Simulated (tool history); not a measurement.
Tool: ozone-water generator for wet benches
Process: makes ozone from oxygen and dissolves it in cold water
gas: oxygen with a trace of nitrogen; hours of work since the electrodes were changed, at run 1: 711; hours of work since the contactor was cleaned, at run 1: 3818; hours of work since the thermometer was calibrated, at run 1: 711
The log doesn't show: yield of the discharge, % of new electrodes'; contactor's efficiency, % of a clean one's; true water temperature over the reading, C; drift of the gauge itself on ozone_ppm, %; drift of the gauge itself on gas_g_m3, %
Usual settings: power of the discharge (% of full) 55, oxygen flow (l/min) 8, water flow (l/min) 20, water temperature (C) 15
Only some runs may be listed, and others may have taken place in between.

run,hour,power of the discharge (% of full),oxygen flow (l/min),water flow (l/min),water temperature (C),hours of work since the electrodes were changed,hours of work since the contactor was cleaned,hours of work since the thermometer was calibrated,dissolved ozone (ppm),ozone in the gas ahead of the water (g/m3)
1,0,55,8,20,15,711,3818,711,30.5,216.6
2,53.5,55,8,20,15,744,3852,744,30.2,217.1
3,96.1,55,8,20,15,771,3878,771,30.5,215
4,164.6,55,8,20,15,814,3921,814,30.4,214.9
5,231.1,55,8,20,11,855,3963,855,32.3,216.8
6,276.6,55,7.17,20,15,884,3991,884,30.1,225.4
7,313.9,55,8,20,10,907,4015,907,32.5,218
8,358.8,55,8,20,10,935,4043,935,32.9,215.9
9,398,55,8,20,10,960,4067,960,32.4,216.9
10,443.3,55,8,20,15,988,4096,988,29.9,214.3
11,486,55,8,20,15,1015,4122,1015,30.2,215.6
12,538.3,55,8,20,15,1048,4155,1048,29.8,215.5
13,600,73,7.89,26,15,1086,4194,1086,26.9,250.3
14,636.3,55,8,14,15,1109,4216,1109,39.4,213.5
15,704.4,55,8,14,15,1152,4259,1152,38.8,214.1
16,733.6,54,8,20,15,1170,4277,1170,29.6,212.3
17,775.8,55,8,32,8,1196,4304,1196,20.5,213.8
18,842,55,8,32,8,1238,4345,1238,20.4,215.2
19,882.4,55,8,32,8,1263,4370,1263,20.6,213.8
20,914.7,55,8,32,8,1283,4391,1283,20.4,212.9
21,966.2,55,8,20,17,1315,4423,1315,28.8,214.1
22,1033.1,76,8,22,15,1357,4465,1357,32.3,251.2
23,1095.2,76,7.39,16,15,1396,4504,1396,41.5,261.6
24,1160.4,76,7.39,16,15,1437,4544,1437,41.6,260.4

Below are 4 alternative next runs, each starting from the tool's condition after run 24. Predict each:
A,1208.2,92,14.39,20,15,1467,4574,1467,?,?
B,1208.2,52,10.37,12,15,1467,4574,1467,?,?
C,1208.2,55,13.03,13,15,1467,4574,1467,?,?
D,1208.2,76,7.39,16,16,1467,4574,1467,?,?

run,dissolved ozone (ppm),ozone in the gas ahead of the water (g/m3)
A,36.8,210.4
B,39.8,185.5
C,37.8,169.4
D,40.7,259.8
Take away the tool's hidden state, keep each run's random variation, and the runs would have read:
run,dissolved ozone (ppm),ozone in the gas ahead of the water (g/m3)
A,41.4,225.9
B,43.2,195.4
C,41.2,178.8
D,45.2,277.1

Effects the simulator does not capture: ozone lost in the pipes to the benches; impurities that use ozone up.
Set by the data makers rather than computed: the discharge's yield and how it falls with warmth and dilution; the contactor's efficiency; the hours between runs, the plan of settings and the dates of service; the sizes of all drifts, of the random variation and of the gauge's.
